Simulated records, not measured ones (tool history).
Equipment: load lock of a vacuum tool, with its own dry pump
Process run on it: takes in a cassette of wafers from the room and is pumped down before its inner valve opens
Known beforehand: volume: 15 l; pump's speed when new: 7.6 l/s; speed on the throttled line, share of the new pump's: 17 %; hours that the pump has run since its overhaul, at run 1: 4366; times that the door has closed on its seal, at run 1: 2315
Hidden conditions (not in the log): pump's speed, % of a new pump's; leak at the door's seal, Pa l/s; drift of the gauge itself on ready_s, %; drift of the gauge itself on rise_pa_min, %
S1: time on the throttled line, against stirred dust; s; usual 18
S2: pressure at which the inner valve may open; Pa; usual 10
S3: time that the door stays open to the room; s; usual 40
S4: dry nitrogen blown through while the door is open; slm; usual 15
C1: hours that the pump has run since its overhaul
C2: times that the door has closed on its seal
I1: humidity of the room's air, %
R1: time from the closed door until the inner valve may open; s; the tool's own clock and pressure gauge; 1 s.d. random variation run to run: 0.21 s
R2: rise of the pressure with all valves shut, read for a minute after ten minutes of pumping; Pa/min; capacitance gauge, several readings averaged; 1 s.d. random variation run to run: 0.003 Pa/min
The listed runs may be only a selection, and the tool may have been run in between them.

| run | hour | S1 | S2 | S3 | S4 | C1 | C2 | I1 | R1 | R2 |
|---|---|---|---|---|---|---|---|---|---|---|
| 1 | 0 | 18 | 10 | 40 | 15 | 4366 | 2315 | 42.2 | 34.5 | 0.052 |
| 2 | 280.5 | 18 | 10 | 40 | 15 | 4646 | 2602 | 46.3 | 34.6 | 0.059 |
| 3 | 540.7 | 18 | 10 | 40 | 15 | 4907 | 2869 | 44.7 | 34.5 | 0.06 |
| 4 | 726.7 | 18 | 10 | 207 | 15 | 5093 | 3059 | 41.3 | 34.6 | 0.142 |
| 5 | 1018.6 | 18 | 10 | 207 | 15 | 5384 | 3358 | 49.2 | 34.3 | 0.167 |
| 6 | 1256 | 18 | 10 | 207 | 15 | 5622 | 3601 | 43.7 | 34.5 | 0.148 |
| 7 | 1482.1 | 18 | 10 | 207 | 15 | 5848 | 3832 | 43.8 | 34.8 | 0.15 |
| 8 | 1677.3 | 18 | 10 | 207 | 15 | 6043 | 4032 | 47.1 | 34.6 | 0.159 |
| 9 | 1868 | 21 | 10 | 207 | 15 | 6234 | 4228 | 43.5 | 37.2 | 0.155 |
| 10 | 2034.4 | 18 | 10 | 40 | 6 | 6400 | 4398 | 45 | 35.3 | 0.093 |
| 11 | 2225.6 | 18 | 12 | 40 | 30 | 6591 | 4594 | 47.1 | 34.3 | 0.058 |
| 12 | 2449.4 | 18 | 12 | 40 | 30 | 6815 | 4823 | 46.7 | 35.1 | 0.061 |
| 13 | 2749.7 | 20 | 12 | 123 | 11 | 7116 | 5130 | 43.8 | 36.6 | 0.135 |
| 14 | 2882.3 | 20 | 12 | 123 | 11 | 7248 | 5266 | 44.6 | 36.3 | 0.142 |
| 15 | 3065 | 34 | 17 | 123 | 11 | 7431 | 5453 | 43.3 | 46.5 | 0.14 |
| 16 | 3380.1 | 34 | 17 | 123 | 11 | 7746 | 5776 | 43.4 | 46.9 | 0.143 |
| 17 | 3668.4 | 11 | 15 | 40 | 15 | 8034 | 6071 | 43.6 | 28.8 | 0.085 |
| 18 | 3811.9 | 18 | 10 | 40 | 15 | 8178 | 6218 | 45.5 | 35.5 | 0.084 |
| 19 | 4017.7 | 18 | 10 | 40 | 15 | 8383 | 6429 | 44.8 | 35.2 | 0.091 |

What if the next run were any one of these 5? Each begins from the tool's condition after run 19:
| A | 4197.3 | 18 | 15 | 40 | 15 | 8563 | 6613 | 44.3 | ? | ? |
| B | 4197.3 | 30 | 8 | 40 | 8 | 8563 | 6613 | 44.6 | ? | ? |
| C | 4197.3 | 11 | 10 | 40 | 15 | 8563 | 6613 | 40.9 | ? | ? |
| D | 4197.3 | 11 | 10 | 40 | 31 | 8563 | 6613 | 43.6 | ? | ? |
| E | 4197.3 | 26 | 7 | 113 | 15 | 8563 | 6613 | 49.1 | ? | ? |

| run | R1 | R2 |
|---|---|---|
| A | 34.5 | 0.085 |
| B | 45.3 | 0.104 |
| C | 30.2 | 0.088 |
| D | 29.7 | 0.072 |
| E | 42.9 | 0.139 |
Take away the tool's hidden state, keep each run's random variation, and the runs would have read:
| run | R1 | R2 |
|---|---|---|
| A | 32.3 | 0.043 |
| B | 43.2 | 0.063 |
| C | 27.7 | 0.046 |
| D | 27.2 | 0.031 |
| E | 40.6 | 0.097 |
